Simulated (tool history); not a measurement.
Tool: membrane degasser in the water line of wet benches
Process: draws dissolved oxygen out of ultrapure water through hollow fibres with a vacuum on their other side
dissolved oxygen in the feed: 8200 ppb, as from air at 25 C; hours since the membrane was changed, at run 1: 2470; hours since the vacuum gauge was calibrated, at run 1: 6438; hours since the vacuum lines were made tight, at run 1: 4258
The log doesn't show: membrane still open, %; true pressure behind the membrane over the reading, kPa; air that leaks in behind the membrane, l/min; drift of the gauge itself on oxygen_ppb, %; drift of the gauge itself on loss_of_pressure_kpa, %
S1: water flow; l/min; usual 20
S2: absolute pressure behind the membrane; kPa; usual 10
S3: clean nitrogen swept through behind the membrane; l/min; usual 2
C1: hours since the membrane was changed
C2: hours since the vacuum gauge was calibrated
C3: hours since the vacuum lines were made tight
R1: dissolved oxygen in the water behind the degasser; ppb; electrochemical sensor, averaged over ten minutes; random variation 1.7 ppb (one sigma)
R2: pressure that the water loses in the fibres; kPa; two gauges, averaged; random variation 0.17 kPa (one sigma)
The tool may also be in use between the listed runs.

| run | hour | S1 | S2 | S3 | C1 | C2 | C3 | R1 | R2 |
|---|---|---|---|---|---|---|---|---|---|
| 1 | 0 | 20 | 10 | 2 | 2470 | 6438 | 4258 | 170.9 | 26.68 |
| 2 | 37.8 | 20 | 10 | 2.48 | 2508 | 6476 | 4296 | 141.7 | 26.92 |
| 3 | 106.6 | 20 | 10 | 2.48 | 2576 | 6545 | 4365 | 141.7 | 26.73 |
| 4 | 160 | 20 | 10 | 2.48 | 2630 | 6598 | 4418 | 142 | 27.01 |
| 5 | 211.1 | 20 | 10 | 2 | 2681 | 6650 | 4469 | 172.3 | 26.57 |
| 6 | 256.9 | 20 | 10 | 2 | 2727 | 6695 | 4515 | 173.1 | 26.88 |
| 7 | 317.1 | 20 | 10 | 2 | 2787 | 6756 | 4575 | 169.3 | 26.64 |
| 8 | 373.2 | 20 | 10 | 2 | 2843 | 6812 | 4631 | 169.1 | 26.55 |
| 9 | 418.6 | 14 | 10 | 2 | 2889 | 6857 | 4677 | 117.2 | 18.78 |
| 10 | 461.1 | 14 | 10 | 2 | 2931 | 6900 | 4719 | 114.5 | 18.88 |
| 11 | 495.3 | 14 | 10 | 2 | 2965 | 6934 | 4754 | 116.2 | 18.65 |
| 12 | 550.4 | 20 | 10 | 2 | 3020 | 6989 | 4809 | 168.4 | 26.77 |
| 13 | 585.8 | 20 | 10 | 2 | 3056 | 7024 | 4844 | 172.1 | 26.89 |
| 14 | 621.6 | 20 | 10 | 2 | 3092 | 7060 | 4880 | 169.2 | 26.83 |
| 15 | 659.4 | 20 | 10 | 2 | 3129 | 7098 | 4918 | 171.4 | 26.74 |
| 16 | 688 | 20 | 10 | 2 | 3158 | 7126 | 4946 | 173.1 | 26.63 |
| 17 | 751.2 | 20 | 10 | 2 | 3221 | 7190 | 5010 | 172.1 | 26.95 |
| 18 | 788.4 | 20 | 16.9 | 2 | 3258 | 7227 | 5047 | 325.2 | 26.83 |
| 19 | 849.5 | 20 | 16.9 | 2 | 3319 | 7288 | 5108 | 325.3 | 26.83 |
| 20 | 883.7 | 27 | 24.3 | 1.26 | 3354 | 7322 | 5142 | 946.4 | 36.35 |
| 21 | 941 | 27 | 24.3 | 1.26 | 3411 | 7379 | 5199 | 924 | 36.3 |
| 22 | 989.8 | 29 | 8.8 | 0.99 | 3460 | 7428 | 5248 | 384.8 | 38.82 |
| 23 | 1029.2 | 20 | 13.9 | 2 | 3499 | 7468 | 5288 | 261.4 | 26.88 |
| 24 | 1092.1 | 23 | 18.5 | 1.29 | 3562 | 7531 | 5350 | 585.5 | 30.85 |
|  | 1100.7 | seals of the vacuum lines changed |
| 25 | 1139.9 | 23 | 18.5 | 1.29 | 3608 | 7576 | 39 | 597.5 | 30.58 |
| 26 | 1186.1 | 29 | 21.7 | 2 | 3654 | 7623 | 85 | 632.1 | 38.93 |
| 27 | 1221.4 | 18 | 21.7 | 2 | 3689 | 7658 | 121 | 385.7 | 24.01 |
| 28 | 1282.3 | 28 | 10 | 2 | 3750 | 7719 | 182 | 262 | 37.59 |
| 29 | 1345.8 | 28 | 10 | 2 | 3814 | 7782 | 245 | 262.9 | 37.32 |
| 30 | 1381.8 | 22 | 9 | 5.19 | 3850 | 7818 | 281 | 79.9 | 29.64 |
| 31 | 1440.9 | 22 | 9 | 5.19 | 3909 | 7877 | 340 | 81.1 | 29.14 |
| 32 | 1475.6 | 22 | 9 | 5.19 | 3943 | 7912 | 375 | 79.9 | 29.49 |
| 33 | 1535.5 | 22 | 9 | 5.19 | 4003 | 7972 | 435 | 80.6 | 29.69 |

3 ways to go on from here, each from the tool as it stands after run 33. What would each give?
| A | 1597.4 | 22 | 15.9 | 5.28 | 4065 | 8034 | 497 | ? | ? |
| B | 1597.4 | 20 | 10 | 3.44 | 4065 | 8034 | 497 | ? | ? |
| C | 1597.4 | 28 | 16.6 | 1.75 | 4065 | 8034 | 497 | ? | ? |

| run | R1 | R2 |
|---|---|---|
| A | 147.1 | 29.38 |
| B | 109.2 | 27.01 |
| C | 508.8 | 37.41 |
Without the tool's hidden state the same runs would have given:
| run | R1 | R2 |
|---|---|---|
| A | 146.8 | 29.35 |
| B | 108.9 | 26.98 |
| C | 507.9 | 37.37 |
